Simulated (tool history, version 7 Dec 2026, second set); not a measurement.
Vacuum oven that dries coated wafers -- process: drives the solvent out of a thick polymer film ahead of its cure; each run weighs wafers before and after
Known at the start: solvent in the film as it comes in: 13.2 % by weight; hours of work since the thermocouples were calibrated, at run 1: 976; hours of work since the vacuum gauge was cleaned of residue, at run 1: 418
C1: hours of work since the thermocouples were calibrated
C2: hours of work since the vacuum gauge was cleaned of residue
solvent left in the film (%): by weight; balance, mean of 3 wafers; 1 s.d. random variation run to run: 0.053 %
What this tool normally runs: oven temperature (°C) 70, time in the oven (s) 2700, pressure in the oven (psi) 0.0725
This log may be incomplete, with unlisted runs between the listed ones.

run 1 hour=0 | oven_temperature_(°C)=70 time_in_the_oven_(s)=2700 pressure_in_the_oven_(psi)=0.0725 | C1=976 C2=418 | solvent_left_in_the_film_(%)=2.51
run 2 hour=17.8 | oven_temperature_(°C)=70 time_in_the_oven_(s)=2700 pressure_in_the_oven_(psi)=0.0725 | C1=985 C2=427 | solvent_left_in_the_film_(%)=2.43
run 3 hour=49.2 | oven_temperature_(°C)=70 time_in_the_oven_(s)=2700 pressure_in_the_oven_(psi)=0.0725 | C1=1001 C2=443 | solvent_left_in_the_film_(%)=2.45
run 4 hour=66 | oven_temperature_(°C)=70 time_in_the_oven_(s)=2700 pressure_in_the_oven_(psi)=0.0725 | C1=1010 C2=452 | solvent_left_in_the_film_(%)=2.42
run 5 hour=89.6 | oven_temperature_(°C)=70 time_in_the_oven_(s)=2700 pressure_in_the_oven_(psi)=0.0725 | C1=1022 C2=464 | solvent_left_in_the_film_(%)=2.47
run 6 hour=115 | oven_temperature_(°C)=70 time_in_the_oven_(s)=2340 pressure_in_the_oven_(psi)=0.0725 | C1=1035 C2=477 | solvent_left_in_the_film_(%)=2.79
run 7 hour=146.1 | oven_temperature_(°C)=70 time_in_the_oven_(s)=2340 pressure_in_the_oven_(psi)=0.0725 | C1=1051 C2=493 | solvent_left_in_the_film_(%)=2.84
run 8 hour=164.2 | oven_temperature_(°C)=70 time_in_the_oven_(s)=2340 pressure_in_the_oven_(psi)=0.0725 | C1=1060 C2=502 | solvent_left_in_the_film_(%)=2.83
run 9 hour=189.5 | oven_temperature_(°C)=70 time_in_the_oven_(s)=2340 pressure_in_the_oven_(psi)=0.0725 | C1=1073 C2=515 | solvent_left_in_the_film_(%)=2.79
run 10 hour=220.8 | oven_temperature_(°C)=70 time_in_the_oven_(s)=2340 pressure_in_the_oven_(psi)=0.0725 | C1=1089 C2=531 | solvent_left_in_the_film_(%)=2.91
run 11 hour=252.9 | oven_temperature_(°C)=70 time_in_the_oven_(s)=2340 pressure_in_the_oven_(psi)=0.0725 | C1=1106 C2=548 | solvent_left_in_the_film_(%)=2.86
run 12 hour=269.7 | oven_temperature_(°C)=70 time_in_the_oven_(s)=2340 pressure_in_the_oven_(psi)=0.0725 | C1=1114 C2=556 | solvent_left_in_the_film_(%)=2.9
run 13 hour=293.6 | oven_temperature_(°C)=70 time_in_the_oven_(s)=2340 pressure_in_the_oven_(psi)=0.0725 | C1=1127 C2=569 | solvent_left_in_the_film_(%)=2.95
run 14 hour=322.8 | oven_temperature_(°C)=70 time_in_the_oven_(s)=2340 pressure_in_the_oven_(psi)=0.0725 | C1=1142 C2=584 | solvent_left_in_the_film_(%)=2.86
run 15 hour=341 | oven_temperature_(°C)=70 time_in_the_oven_(s)=2340 pressure_in_the_oven_(psi)=0.1263 | C1=1151 C2=593 | solvent_left_in_the_film_(%)=3.76
run 16 hour=355.3 | oven_temperature_(°C)=79 time_in_the_oven_(s)=2700 pressure_in_the_oven_(psi)=0.0725 | C1=1158 C2=600 | solvent_left_in_the_film_(%)=1.22
run 17 hour=370.9 | oven_temperature_(°C)=70 time_in_the_oven_(s)=1500 pressure_in_the_oven_(psi)=0.0725 | C1=1166 C2=608 | solvent_left_in_the_film_(%)=4.19
run 18 hour=386.6 | oven_temperature_(°C)=63 time_in_the_oven_(s)=1980 pressure_in_the_oven_(psi)=0.1191 | C1=1174 C2=616 | solvent_left_in_the_film_(%)=6.4
run 19 hour=420.7 | oven_temperature_(°C)=81 time_in_the_oven_(s)=3240 pressure_in_the_oven_(psi)=0.0542 | C1=1192 C2=634 | solvent_left_in_the_film_(%)=0.87
run 20 hour=439.2 | oven_temperature_(°C)=60 time_in_the_oven_(s)=2700 pressure_in_the_oven_(psi)=0.0844 | C1=1201 C2=643 | solvent_left_in_the_film_(%)=6.05
run 21 hour=454.7 | oven_temperature_(°C)=60 time_in_the_oven_(s)=2700 pressure_in_the_oven_(psi)=0.0844 | C1=1209 C2=651 | solvent_left_in_the_film_(%)=6.05
-- hour=459.9 oven's thermocouples calibrated
run 22 hour=476.5 | oven_temperature_(°C)=76 time_in_the_oven_(s)=4800 pressure_in_the_oven_(psi)=0.0725 | C1=9 C2=662 | solvent_left_in_the_film_(%)=1.52
run 23 hour=503.9 | oven_temperature_(°C)=68 time_in_the_oven_(s)=1620 pressure_in_the_oven_(psi)=0.0725 | C1=23 C2=676 | solvent_left_in_the_film_(%)=5.25
run 24 hour=533.2 | oven_temperature_(°C)=62 time_in_the_oven_(s)=4380 pressure_in_the_oven_(psi)=0.103 | C1=38 C2=691 | solvent_left_in_the_film_(%)=4.9
run 25 hour=563.5 | oven_temperature_(°C)=62 time_in_the_oven_(s)=2400 pressure_in_the_oven_(psi)=0.0719 | C1=53 C2=706 | solvent_left_in_the_film_(%)=6.01
run 26 hour=591.7 | oven_temperature_(°C)=71 time_in_the_oven_(s)=2100 pressure_in_the_oven_(psi)=0.0645 | C1=68 C2=721 | solvent_left_in_the_film_(%)=3.28
run 27 hour=607.8 | oven_temperature_(°C)=71 time_in_the_oven_(s)=2100 pressure_in_the_oven_(psi)=0.0645 | C1=76 C2=729 | solvent_left_in_the_film_(%)=3.24
-- hour=620.7 oven's thermocouples calibrated, once more
run 28 hour=643.7 | oven_temperature_(°C)=72 time_in_the_oven_(s)=2100 pressure_in_the_oven_(psi)=0.1102 | C1=12 C2=746 | solvent_left_in_the_film_(%)=2.98
run 29 hour=673.2 | oven_temperature_(°C)=67 time_in_the_oven_(s)=2640 pressure_in_the_oven_(psi)=0.0548 | C1=27 C2=762 | solvent_left_in_the_film_(%)=2.9
run 30 hour=694.4 | oven_temperature_(°C)=67 time_in_the_oven_(s)=2640 pressure_in_the_oven_(psi)=0.2734 | C1=38 C2=773 | solvent_left_in_the_film_(%)=6.3

Here are 5 independent what-if runs from the current tool condition. What would each one return?
run A hour=721.5 | oven_temperature_(°C)=67 time_in_the_oven_(s)=2640 pressure_in_the_oven_(psi)=0.1049 | C1=52 C2=786 | solvent_left_in_the_film_(%)=?
run B hour=721.5 | oven_temperature_(°C)=72 time_in_the_oven_(s)=2340 pressure_in_the_oven_(psi)=0.2734 | C1=52 C2=786 | solvent_left_in_the_film_(%)=?
run C hour=721.5 | oven_temperature_(°C)=73 time_in_the_oven_(s)=3180 pressure_in_the_oven_(psi)=0.1614 | C1=52 C2=786 | solvent_left_in_the_film_(%)=?
run D hour=721.5 | oven_temperature_(°C)=62 time_in_the_oven_(s)=2640 pressure_in_the_oven_(psi)=0.1173 | C1=52 C2=786 | solvent_left_in_the_film_(%)=?
run E hour=721.5 | oven_temperature_(°C)=79 time_in_the_oven_(s)=4680 pressure_in_the_oven_(psi)=0.1366 | C1=52 C2=786 | solvent_left_in_the_film_(%)=?

run=A solvent_left_in_the_film_(%)=3.76
run=B solvent_left_in_the_film_(%)=4.72
run=C solvent_left_in_the_film_(%)=2.84
run=D solvent_left_in_the_film_(%)=5.6
run=E solvent_left_in_the_film_(%)=1.96
Stripped of hidden state, with their random variation kept, the same runs would have yielded:
run=A solvent_left_in_the_film_(%)=3
run=B solvent_left_in_the_film_(%)=4.08
run=C solvent_left_in_the_film_(%)=2.22
run=D solvent_left_in_the_film_(%)=4.76
run=E solvent_left_in_the_film_(%)=1.47

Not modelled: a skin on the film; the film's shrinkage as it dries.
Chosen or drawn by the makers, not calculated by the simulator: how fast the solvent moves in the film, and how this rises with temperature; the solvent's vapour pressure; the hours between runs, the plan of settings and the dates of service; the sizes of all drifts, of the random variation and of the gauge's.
